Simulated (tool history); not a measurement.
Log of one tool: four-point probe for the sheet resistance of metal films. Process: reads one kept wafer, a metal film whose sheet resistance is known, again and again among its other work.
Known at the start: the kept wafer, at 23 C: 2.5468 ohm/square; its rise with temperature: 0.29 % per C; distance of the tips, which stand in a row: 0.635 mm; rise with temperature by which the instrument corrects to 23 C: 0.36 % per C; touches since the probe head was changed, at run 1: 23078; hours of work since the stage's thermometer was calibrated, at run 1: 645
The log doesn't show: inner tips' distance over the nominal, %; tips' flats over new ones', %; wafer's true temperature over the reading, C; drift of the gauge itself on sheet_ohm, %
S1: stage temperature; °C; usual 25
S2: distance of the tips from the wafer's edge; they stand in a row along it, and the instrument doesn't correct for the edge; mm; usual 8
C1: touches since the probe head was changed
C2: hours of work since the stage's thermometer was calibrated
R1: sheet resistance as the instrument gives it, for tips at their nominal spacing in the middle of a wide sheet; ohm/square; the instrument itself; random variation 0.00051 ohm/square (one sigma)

run 1 hour=0.0 | S1=25 S2=8 | C1=23078 C2=645 | R1=2.558340
run 2 hour=20.7 | S1=25 S2=6 | C1=23834 C2=660 | R1=2.564430
run 3 hour=36.1 | S1=25 S2=6 | C1=24396 C2=672 | R1=2.564911
run 4 hour=47.0 | S1=30 S2=8 | C1=24793 C2=679 | R1=2.549046
run 5 hour=63.0 | S1=30 S2=8 | C1=25375 C2=691 | R1=2.549846
run 6 hour=82.6 | S1=30 S2=8 | C1=26090 C2=705 | R1=2.548800
-- hour=85.2 stage's thermometer calibrated
run 7 hour=105.0 | S1=21 S2=8 | C1=26888 C2=14 | R1=2.564675
run 8 hour=125.3 | S1=18 S2=13 | C1=27629 C2=29 | R1=2.564989
run 9 hour=137.1 | S1=33 S2=42 | C1=28062 C2=38 | R1=2.536035
run 10 hour=147.0 | S1=29 S2=4 | C1=28421 C2=45 | R1=2.575759
-- hour=151.0 stage's thermometer calibrated, once more
run 11 hour=165.2 | S1=29 S2=4 | C1=29067 C2=10 | R1=2.575094
run 12 hour=188.8 | S1=18 S2=22 | C1=29930 C2=28 | R1=2.560916
run 13 hour=198.7 | S1=23 S2=36 | C1=30291 C2=35 | R1=2.551550
run 14 hour=214.5 | S1=29 S2=21 | C1=30866 C2=46 | R1=2.541870

Forecast each of these 4 alternatives for the next run:
run A hour=224.8 | S1=34 S2=12 | C1=31240 C2=54 | R1=?
run B hour=224.8 | S1=29 S2=4 | C1=31240 C2=54 | R1=?
run C hour=224.8 | S1=20 S2=8 | C1=31240 C2=54 | R1=?
run D hour=224.8 | S1=25 S2=30 | C1=31240 C2=54 | R1=?

run=A R1=2.535407
run=B R1=2.575307
run=C R1=2.564753
run=D R1=2.547568
Without the tool's hidden state the same runs would have given:
run=A R1=2.531351
run=B R1=2.571188
run=C R1=2.560642
run=D R1=2.543486
